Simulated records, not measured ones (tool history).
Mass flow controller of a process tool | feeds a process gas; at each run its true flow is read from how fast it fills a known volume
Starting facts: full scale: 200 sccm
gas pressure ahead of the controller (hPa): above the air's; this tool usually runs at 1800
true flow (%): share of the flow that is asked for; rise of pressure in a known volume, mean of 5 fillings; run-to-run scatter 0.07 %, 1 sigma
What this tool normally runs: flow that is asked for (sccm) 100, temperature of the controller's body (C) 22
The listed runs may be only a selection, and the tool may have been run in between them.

run	hour	flow that is asked for (sccm)	gas pressure ahead of the controller (hPa)	temperature of the controller's body (C)	true flow (%)
1	0.0	100	1800	22	97.05
2	162.4	100	1800	22	97.03
3	297.2	100	1800	22	97.01
4	493.1	100	2300	22	97.25
5	599.7	100	2300	22	97.10
6	718.0	100	2300	22	97.15
7	850.7	100	2300	33	98.03
8	1025.2	100	2300	33	97.93
9	1139.0	100	2300	33	97.88
10	1231.0	100	2300	33	97.88
11	1381.5	100	2300	33	97.78
12	1542.9	100	2300	33	97.69
13	1696.3	100	1800	22	96.51
14	1812.3	100	1800	22	96.57
15	2003.6	100	1800	22	96.45
16	2137.3	100	1710	22	96.46
17	2341.8	100	1710	22	96.34
18	2448.0	100	1710	22	96.37
# hour 2457.8: controller's zero set anew
19	2621.5	100	1710	22	96.03
20	2805.5	100	1710	22	96.00
21	3033.2	100	1710	22	95.87
22	3153.5	100	1800	33	96.83
23	3322.2	100	1800	26	96.18
24	3510.5	133	1800	32	97.44
25	3644.6	57	2750	31	95.47
# hour 3788.8: controller's zero set anew, once more
26	3792.0	172	1590	22	97.86
27	4005.5	111	1780	28	98.04
28	4197.1	111	1780	28	97.77
29	4323.0	37	1780	28	96.90
30	4512.4	37	1780	28	96.77
31	4633.4	65	1800	28	97.11
32	4782.1	65	1560	28	96.89
33	4920.5	86	1900	28	97.45
34	5021.2	101	2740	22	97.45
35	5156.1	101	2740	22	97.43
36	5292.3	174	1800	23	97.74
37	5481.6	177	1790	23	97.85
38	5678.4	54	2790	37	97.71
39	5781.1	54	2790	37	97.66
40	5900.0	21	1610	29	94.74
41	6075.4	60	2060	39	97.38
42	6212.1	60	2060	39	97.56

Run 43 has not been measured yet. What should we expect?
43	6427.4	20	2060	35	?

Run 43 produced true flow (%) 94.91.
Without the tool's hidden state the same run would have given true flow (%) 99.07.
